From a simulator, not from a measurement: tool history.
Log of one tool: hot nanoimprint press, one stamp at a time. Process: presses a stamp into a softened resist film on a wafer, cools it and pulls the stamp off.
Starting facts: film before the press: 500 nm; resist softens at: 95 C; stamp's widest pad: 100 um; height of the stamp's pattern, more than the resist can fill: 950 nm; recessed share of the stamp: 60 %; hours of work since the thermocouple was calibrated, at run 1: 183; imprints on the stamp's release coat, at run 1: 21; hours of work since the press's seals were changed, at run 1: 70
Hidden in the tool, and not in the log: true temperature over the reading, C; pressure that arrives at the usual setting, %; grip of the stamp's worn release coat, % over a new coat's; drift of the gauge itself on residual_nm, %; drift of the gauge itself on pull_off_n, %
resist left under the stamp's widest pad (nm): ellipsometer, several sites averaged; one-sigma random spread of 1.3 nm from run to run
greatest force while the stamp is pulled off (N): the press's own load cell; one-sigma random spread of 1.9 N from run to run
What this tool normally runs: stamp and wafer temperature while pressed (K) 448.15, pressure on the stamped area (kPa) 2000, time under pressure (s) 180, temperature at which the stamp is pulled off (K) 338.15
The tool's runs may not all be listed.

run,hour,stamp and wafer temperature while pressed (K),pressure on the stamped area (kPa),time under pressure (s),temperature at which the stamp is pulled off (K),hours of work since the thermocouple was calibrated,imprints on the stamp's release coat,hours of work since the press's seals were changed,resist left under the stamp's widest pad (nm),greatest force while the stamp is pulled off (N)
1,0,448.15,2000,180,338.15,183,21,70,297,106
2,15.7,448.15,2000,180,338.15,193,91,80,295.4,104
3,30.6,448.15,2000,180,338.15,203,157,90,293.9,104
4,46.4,451.15,2000,180,338.15,213,227,100,268.5,107
5,56.1,451.15,2000,180,338.15,219,270,107,271.5,105
6,64.9,451.15,2000,180,338.15,225,309,112,270.9,104
7,74.8,452.15,1540,180,338.15,231,354,119,290,107
8,88.9,440.15,2320,111,323.15,240,417,128,379.2,109
9,99,459.15,1620,180,333.15,247,461,134,236.4,110
10,118.1,459.15,1620,180,333.15,259,546,147,237.6,108
11,129.9,448.15,1780,226,337.15,267,599,154,278.9,106

4 options for the next run, each taken on its own from the tool as it stands now. Forecast them:
# hour 143.2: stamp cleaned and given a new release coat
A,150.8,446.15,2780,226,337.15,276,34,164,?,?
# hour 143.2: stamp cleaned and given a new release coat
B,150.8,457.15,2020,180,329.15,276,34,164,?,?
# hour 143.2: stamp cleaned and given a new release coat
C,150.8,447.15,3170,180,328.15,276,34,164,?,?
# hour 143.2: stamp cleaned and given a new release coat
D,150.8,448.15,1750,226,336.15,276,34,164,?,?

run,resist left under the stamp's widest pad (nm),greatest force while the stamp is pulled off (N)
A,247.1,107
B,224.8,109
C,246.8,110
D,285.1,105
What these runs would have given with no unlogged condition in the tool:
run,resist left under the stamp's widest pad (nm),greatest force while the stamp is pulled off (N)
A,252.3,107
B,229.4,109
C,252,110
D,290.9,105

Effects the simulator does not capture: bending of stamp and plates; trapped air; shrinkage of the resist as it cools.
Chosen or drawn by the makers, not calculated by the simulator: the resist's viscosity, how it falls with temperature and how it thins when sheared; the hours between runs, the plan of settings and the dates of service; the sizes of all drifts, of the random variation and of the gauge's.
